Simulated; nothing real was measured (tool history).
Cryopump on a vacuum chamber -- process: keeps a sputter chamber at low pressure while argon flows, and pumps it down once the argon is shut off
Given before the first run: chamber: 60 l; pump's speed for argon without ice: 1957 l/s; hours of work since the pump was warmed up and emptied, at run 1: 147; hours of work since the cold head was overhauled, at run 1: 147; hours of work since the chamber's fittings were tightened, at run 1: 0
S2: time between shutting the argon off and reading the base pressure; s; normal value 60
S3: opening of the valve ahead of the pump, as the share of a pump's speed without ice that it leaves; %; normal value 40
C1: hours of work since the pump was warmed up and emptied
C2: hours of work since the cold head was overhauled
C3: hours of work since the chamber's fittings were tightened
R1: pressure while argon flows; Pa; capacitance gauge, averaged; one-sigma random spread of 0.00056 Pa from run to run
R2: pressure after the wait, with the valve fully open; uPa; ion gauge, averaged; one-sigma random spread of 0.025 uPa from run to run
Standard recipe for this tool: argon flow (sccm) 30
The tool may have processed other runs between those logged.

run 1 hour=0.0 | argon_flow_(sccm)=30 S2=60 S3=40 | C1=147 C2=147 C3=0 | R1=0.0661 R2=0.97
run 2 hour=26.3 | argon_flow_(sccm)=30 S2=60 S3=40 | C1=165 C2=165 C3=18 | R1=0.0654 R2=0.98
run 3 hour=63.1 | argon_flow_(sccm)=25 S2=60 S3=40 | C1=191 C2=191 C3=44 | R1=0.0548 R2=1.04
run 4 hour=99.3 | argon_flow_(sccm)=30 S2=60 S3=36 | C1=216 C2=216 C3=69 | R1=0.0735 R2=1.00
run 5 hour=121.0 | argon_flow_(sccm)=30 S2=60 S3=18 | C1=231 C2=231 C3=84 | R1=0.1449 R2=0.99
run 6 hour=140.0 | argon_flow_(sccm)=30 S2=60 S3=40 | C1=244 C2=244 C3=97 | R1=0.0665 R2=1.01
run 7 hour=174.8 | argon_flow_(sccm)=30 S2=60 S3=40 | C1=268 C2=268 C3=121 | R1=0.0671 R2=1.07
run 8 hour=195.1 | argon_flow_(sccm)=30 S2=60 S3=40 | C1=282 C2=282 C3=135 | R1=0.0669 R2=1.09
run 9 hour=217.0 | argon_flow_(sccm)=30 S2=60 S3=40 | C1=298 C2=298 C3=151 | R1=0.0670 R2=1.07
run 10 hour=243.2 | argon_flow_(sccm)=30 S2=60 S3=40 | C1=316 C2=316 C3=169 | R1=0.0661 R2=1.08
run 11 hour=263.7 | argon_flow_(sccm)=30 S2=47 S3=23 | C1=330 C2=330 C3=183 | R1=0.1143 R2=1.33
run 12 hour=281.7 | argon_flow_(sccm)=51 S2=47 S3=23 | C1=342 C2=342 C3=195 | R1=0.1958 R2=1.31
run 13 hour=300.1 | argon_flow_(sccm)=34 S2=91 S3=39 | C1=355 C2=355 C3=208 | R1=0.0786 R2=0.80
run 14 hour=328.0 | argon_flow_(sccm)=30 S2=195 S3=40 | C1=375 C2=375 C3=228 | R1=0.0678 R2=0.52
run 15 hour=353.4 | argon_flow_(sccm)=30 S2=42 S3=40 | C1=392 C2=392 C3=245 | R1=0.0674 R2=1.45
run 16 hour=387.1 | argon_flow_(sccm)=44 S2=51 S3=20 | C1=416 C2=416 C3=269 | R1=0.1956 R2=1.34
run 17 hour=411.0 | argon_flow_(sccm)=48 S2=127 S3=46 | C1=432 C2=432 C3=285 | R1=0.0946 R2=0.74
run 18 hour=442.9 | argon_flow_(sccm)=30 S2=60 S3=19 | C1=454 C2=454 C3=307 | R1=0.1399 R2=1.15
run 19 hour=472.5 | argon_flow_(sccm)=30 S2=60 S3=24 | C1=475 C2=475 C3=328 | R1=0.1122 R2=1.16
run 20 hour=497.1 | argon_flow_(sccm)=15 S2=35 S3=29 | C1=492 C2=492 C3=345 | R1=0.0459 R2=1.78

Some steps in R1, run to run, broken into two amounts with sign: the step expected even without the hidden condition (settings, incoming material, random variation), and the rest, left for the hidden condition together with whatever gauge scatter is not in both the measured and the hidden-condition-free result:
Unlogged tool condition in this case: pump's speed, % of a pump's without ice; cold plate's temperature, K; leak into the chamber, uPa l/s; drift of the gauge itself on working_pa, %; drift of the gauge itself on base_upa, %.
Run 11 -> 12: argon flow (sccm) 30 -> 51. R1 +0.0815 Pa: hidden state +0.0019, all else +0.0796.
Run 12 -> 13: argon flow (sccm) 51 -> 34, S2 47 -> 91, S3 23 -> 39. R1 -0.1172 Pa: hidden state -0.0013, all else -0.1159.
Run 15 -> 16: argon flow (sccm) 30 -> 44, S2 42 -> 51, S3 40 -> 20. R1 +0.1282 Pa: hidden state +0.0016, all else +0.1266.
Run 17 -> 18: argon flow (sccm) 48 -> 30, S2 127 -> 60, S3 46 -> 19. R1 +0.0453 Pa: hidden state -0.0018, all else +0.0471.
